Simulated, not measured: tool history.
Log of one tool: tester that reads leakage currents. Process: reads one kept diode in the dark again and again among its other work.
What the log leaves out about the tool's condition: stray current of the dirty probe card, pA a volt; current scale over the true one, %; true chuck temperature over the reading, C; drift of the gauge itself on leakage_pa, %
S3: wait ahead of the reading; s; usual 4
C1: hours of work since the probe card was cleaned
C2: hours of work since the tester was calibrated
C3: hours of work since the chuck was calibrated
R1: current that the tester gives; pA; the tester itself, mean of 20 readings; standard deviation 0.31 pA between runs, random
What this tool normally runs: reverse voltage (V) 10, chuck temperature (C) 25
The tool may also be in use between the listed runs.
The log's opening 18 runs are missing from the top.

{"run": 19, "hour": 1405.3, "reverse voltage (V)": 10, "chuck temperature (C)": 25, "S3": 4, "C1": 3307, "C2": 427, "C3": 478, "R1": 130.13}
{"run": 20, "hour": 1482.2, "reverse voltage (V)": 4.7, "chuck temperature (C)": 25, "S3": 4, "C1": 3365, "C2": 486, "C3": 536, "R1": 97.25}
{"hour": 1525.9, "done": "chuck's temperature calibrated"}
{"run": 21, "hour": 1585.8, "reverse voltage (V)": 4.7, "chuck temperature (C)": 25, "S3": 4, "C1": 3442, "C2": 562, "C3": 45, "R1": 89.1}
{"run": 22, "hour": 1672.6, "reverse voltage (V)": 4.7, "chuck temperature (C)": 25, "S3": 4, "C1": 3508, "C2": 628, "C3": 111, "R1": 90.66}
{"hour": 1710.8, "done": "probe card cleaned and baked"}
{"run": 23, "hour": 1746.7, "reverse voltage (V)": 4.7, "chuck temperature (C)": 25, "S3": 4, "C1": 27, "C2": 682, "C3": 165, "R1": 82.34}
{"run": 24, "hour": 1801.8, "reverse voltage (V)": 4.7, "chuck temperature (C)": 25, "S3": 4, "C1": 69, "C2": 723, "C3": 206, "R1": 83.02}
{"run": 25, "hour": 1881.2, "reverse voltage (V)": 1.6, "chuck temperature (C)": 49, "S3": 2.83, "C1": 129, "C2": 784, "C3": 266, "R1": 416.5}
{"run": 26, "hour": 1955.6, "reverse voltage (V)": 1.6, "chuck temperature (C)": 49, "S3": 2.83, "C1": 185, "C2": 840, "C3": 323, "R1": 418.75}
{"run": 27, "hour": 2008.4, "reverse voltage (V)": 10, "chuck temperature (C)": 52, "S3": 4, "C1": 225, "C2": 880, "C3": 363, "R1": 957.14}
{"run": 28, "hour": 2098.1, "reverse voltage (V)": 1.9, "chuck temperature (C)": 26, "S3": 2.11, "C1": 293, "C2": 948, "C3": 431, "R1": 70.63}
{"run": 29, "hour": 2148.9, "reverse voltage (V)": 2.1, "chuck temperature (C)": 33, "S3": 3.69, "C1": 331, "C2": 986, "C3": 469, "R1": 133.09}

Run 30 comes next. What will it give?
{"run": 30, "hour": 2252.7, "reverse voltage (V)": 2.1, "chuck temperature (C)": 33, "S3": 3.69, "C1": 410, "C2": 1064, "C3": 547, "R1": "?"}

{"run 30": {"R1": 134.39}}
Had the tool carried no hidden state, the very same run would have given R1 123.06 pA.

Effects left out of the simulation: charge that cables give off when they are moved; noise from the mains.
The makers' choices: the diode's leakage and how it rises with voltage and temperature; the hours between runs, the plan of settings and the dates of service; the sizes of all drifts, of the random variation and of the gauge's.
